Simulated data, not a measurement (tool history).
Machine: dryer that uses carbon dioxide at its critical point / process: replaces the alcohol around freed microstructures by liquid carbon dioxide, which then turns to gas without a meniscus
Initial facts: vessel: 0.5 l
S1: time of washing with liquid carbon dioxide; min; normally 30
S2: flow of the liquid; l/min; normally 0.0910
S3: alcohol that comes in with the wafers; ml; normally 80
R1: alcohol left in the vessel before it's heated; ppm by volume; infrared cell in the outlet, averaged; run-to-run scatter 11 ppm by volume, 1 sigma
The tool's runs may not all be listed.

{"run": 1, "hour": 0.0, "S1": 30, "S2": 0.091, "S3": 80, "R1": 714}
{"run": 2, "hour": 8.7, "S1": 30, "S2": 0.091, "S3": 25, "R1": 244}
{"run": 3, "hour": 19.7, "S1": 30, "S2": 0.091, "S3": 80, "R1": 723}
{"run": 4, "hour": 37.3, "S1": 30, "S2": 0.091, "S3": 39, "R1": 373}
{"run": 5, "hour": 50.1, "S1": 30, "S2": 0.091, "S3": 39, "R1": 369}
{"run": 6, "hour": 58.2, "S1": 30, "S2": 0.091, "S3": 39, "R1": 381}
{"run": 7, "hour": 77.2, "S1": 30, "S2": 0.091, "S3": 68, "R1": 644}
{"run": 8, "hour": 95.2, "S1": 46, "S2": 0.091, "S3": 80, "R1": 72}
{"run": 9, "hour": 105.6, "S1": 46, "S2": 0.091, "S3": 48, "R1": 58}
{"run": 10, "hour": 121.1, "S1": 30, "S2": 0.091, "S3": 80, "R1": 764}
{"run": 11, "hour": 137.5, "S1": 30, "S2": 0.091, "S3": 80, "R1": 787}
{"run": 12, "hour": 148.2, "S1": 30, "S2": 0.091, "S3": 80, "R1": 806}
{"run": 13, "hour": 163.9, "S1": 30, "S2": 0.091, "S3": 80, "R1": 781}
{"run": 14, "hour": 178.7, "S1": 30, "S2": 0.091, "S3": 80, "R1": 788}
{"run": 15, "hour": 187.6, "S1": 30, "S2": 0.091, "S3": 80, "R1": 786}
{"run": 16, "hour": 196.1, "S1": 27, "S2": 0.091, "S3": 80, "R1": 1336}
{"run": 17, "hour": 214.4, "S1": 27, "S2": 0.091, "S3": 80, "R1": 1395}
{"run": 18, "hour": 232.9, "S1": 27, "S2": 0.091, "S3": 80, "R1": 1363}
{"run": 19, "hour": 245.9, "S1": 27, "S2": 0.091, "S3": 80, "R1": 1387}
{"run": 20, "hour": 258.6, "S1": 36, "S2": 0.135, "S3": 80, "R1": 46}
{"run": 21, "hour": 273.8, "S1": 36, "S2": 0.149, "S3": 119, "R1": 35}
{"run": 22, "hour": 282.2, "S1": 20, "S2": 0.0999, "S3": 119, "R1": 5169}
{"run": 23, "hour": 298.3, "S1": 20, "S2": 0.0999, "S3": 119, "R1": 5184}
{"run": 24, "hour": 311.8, "S1": 20, "S2": 0.0999, "S3": 119, "R1": 5314}
{"run": 25, "hour": 329.8, "S1": 29, "S2": 0.1072, "S3": 80, "R1": 472}
{"run": 26, "hour": 343.9, "S1": 42, "S2": 0.1207, "S3": 39, "R1": 40}
{"run": 27, "hour": 352.9, "S1": 33, "S2": 0.1207, "S3": 119, "R1": 161}
{"run": 28, "hour": 363.1, "S1": 33, "S2": 0.1207, "S3": 119, "R1": 173}
{"run": 29, "hour": 372.1, "S1": 37, "S2": 0.091, "S3": 80, "R1": 294}
{"run": 30, "hour": 388.9, "S1": 40, "S2": 0.0928, "S3": 44, "R1": 116}
{"run": 31, "hour": 403.8, "S1": 35, "S2": 0.091, "S3": 104, "R1": 530}
{"run": 32, "hour": 422.6, "S1": 35, "S2": 0.091, "S3": 104, "R1": 532}
{"run": 33, "hour": 435.2, "S1": 35, "S2": 0.091, "S3": 104, "R1": 510}
{"run": 34, "hour": 450.0, "S1": 27, "S2": 0.091, "S3": 86, "R1": 1716}
{"run": 35, "hour": 468.7, "S1": 27, "S2": 0.091, "S3": 86, "R1": 1666}
{"run": 36, "hour": 480.4, "S1": 27, "S2": 0.091, "S3": 86, "R1": 1655}
{"run": 37, "hour": 498.3, "S1": 33, "S2": 0.091, "S3": 86, "R1": 669}
{"run": 38, "hour": 506.4, "S1": 28, "S2": 0.1107, "S3": 105, "R1": 696}

Below are 3 alternative next runs, each starting from the tool's condition after run 38. Predict each:
{"run": "A", "hour": 522.6, "S1": 25, "S2": 0.1068, "S3": 105, "R1": "?"}
{"run": "B", "hour": 522.6, "S1": 26, "S2": 0.154, "S3": 66, "R1": "?"}
{"run": "C", "hour": 522.6, "S1": 18, "S2": 0.1414, "S3": 50, "R1": "?"}

run=A R1=1530
run=B R1=133
run=C R1=983
Without the tool's unlogged condition, the same runs would have read:
run=A R1=1075
run=B R1=61
run=C R1=697
